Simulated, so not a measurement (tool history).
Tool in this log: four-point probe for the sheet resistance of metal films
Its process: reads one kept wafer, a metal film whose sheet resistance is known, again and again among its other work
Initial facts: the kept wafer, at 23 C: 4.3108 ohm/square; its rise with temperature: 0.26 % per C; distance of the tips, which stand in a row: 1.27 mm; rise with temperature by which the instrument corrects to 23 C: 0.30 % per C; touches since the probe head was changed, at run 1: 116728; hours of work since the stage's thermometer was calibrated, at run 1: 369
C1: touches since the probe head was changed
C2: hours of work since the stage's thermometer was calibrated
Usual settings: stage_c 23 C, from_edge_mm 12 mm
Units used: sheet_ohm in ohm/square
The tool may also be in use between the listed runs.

Run 1, hour 0: usual settings; C1 116728; C2 369. Result: sheet_ohm 4.358806 ohm/square.
Run 2, hour 52.9: usual settings but from_edge_mm 46 mm; C1 118655; C2 410. Result: sheet_ohm 4.335251 ohm/square.
Run 3, hour 110.6: usual settings but stage_c 26 C; C1 120755; C2 454. Result: sheet_ohm 4.354784 ohm/square.
Run 4, hour 205.6: usual settings but stage_c 26 C; C1 124212; C2 527. Result: sheet_ohm 4.355997 ohm/square.
Run 5, hour 255.1: usual settings but stage_c 26 C, from_edge_mm 5 mm; C1 126018; C2 566. Result: sheet_ohm 4.477138 ohm/square.
Run 6, hour 322.8: usual settings but stage_c 31 C; C1 128480; C2 618. Result: sheet_ohm 4.349831 ohm/square.
Run 7, hour 418.8: usual settings but stage_c 31 C; C1 131977; C2 692. Result: sheet_ohm 4.349832 ohm/square.
Run 8, hour 512.6: usual settings but stage_c 31 C; C1 135391; C2 764. Result: sheet_ohm 4.351685 ohm/square.
Run 9, hour 603.8: usual settings but stage_c 31 C; C1 138712; C2 835. Result: sheet_ohm 4.35152 ohm/square.
Run 10, hour 704.9: usual settings; C1 142394; C2 913. Result: sheet_ohm 4.365854 ohm/square.
Run 11, hour 793.2: usual settings; C1 145608; C2 981. Result: sheet_ohm 4.368882 ohm/square.
Run 12, hour 849.1: usual settings; C1 147644; C2 1024. Result: sheet_ohm 4.36835 ohm/square.
Run 13, hour 898.9: usual settings but stage_c 28 C, from_edge_mm 5 mm; C1 149456; C2 1063. Result: sheet_ohm 4.479691 ohm/square.
Run 14, hour 971.1: usual settings but stage_c 28 C, from_edge_mm 5 mm; C1 152084; C2 1118. Result: sheet_ohm 4.480207 ohm/square.
Run 15, hour 1034.2: usual settings but stage_c 22 C, from_edge_mm 53 mm; C1 154381; C2 1167. Result: sheet_ohm 4.348146 ohm/square.
Run 16, hour 1124.7: usual settings but stage_c 19 C, from_edge_mm 28 mm; C1 157676; C2 1237. Result: sheet_ohm 4.356344 ohm/square.
At hour 1129.5: stage's thermometer calibrated.
Run 17, hour 1187.9: usual settings but stage_c 29 C, from_edge_mm 8 mm; C1 159960; C2 45. Result: sheet_ohm 4.389818 ohm/square.
Run 18, hour 1234.8: usual settings but stage_c 19 C, from_edge_mm 6 mm; C1 161666; C2 81. Result: sheet_ohm 4.450312 ohm/square.
Run 19, hour 1336.4: usual settings but from_edge_mm 34 mm; C1 165367; C2 160. Result: sheet_ohm 4.345715 ohm/square.

Consider 5 possible next runs. They are alternatives, not a sequence: every one starts from the tool as it was left by run 19. What does each give?
Run A, hour 1410.8: usual settings but from_edge_mm 14 mm; C1 168075; C2 217. Result: sheet_ohm ?.
Run B, hour 1410.8: usual settings but stage_c 24 C, from_edge_mm 6 mm; C1 168075; C2 217. Result: sheet_ohm ?.
Run C, hour 1410.8: usual settings but stage_c 32 C, from_edge_mm 53 mm; C1 168075; C2 217. Result: sheet_ohm ?.
Run D, hour 1410.8: usual settings but stage_c 35 C, from_edge_mm 34 mm; C1 168075; C2 217. Result: sheet_ohm ?.
Run E, hour 1410.8: usual settings but from_edge_mm 5 mm; C1 168075; C2 217. Result: sheet_ohm ?.

run  sheet_ohm
  A    4.36224
  B   4.444568
  C   4.331198
  D   4.328269
  E   4.489014
With the hidden condition removed and each run's random variation left untouched, the same runs would have given:
run  sheet_ohm
  A   4.328936
  B    4.41069
  C   4.298174
  D   4.295284
  E   4.454818
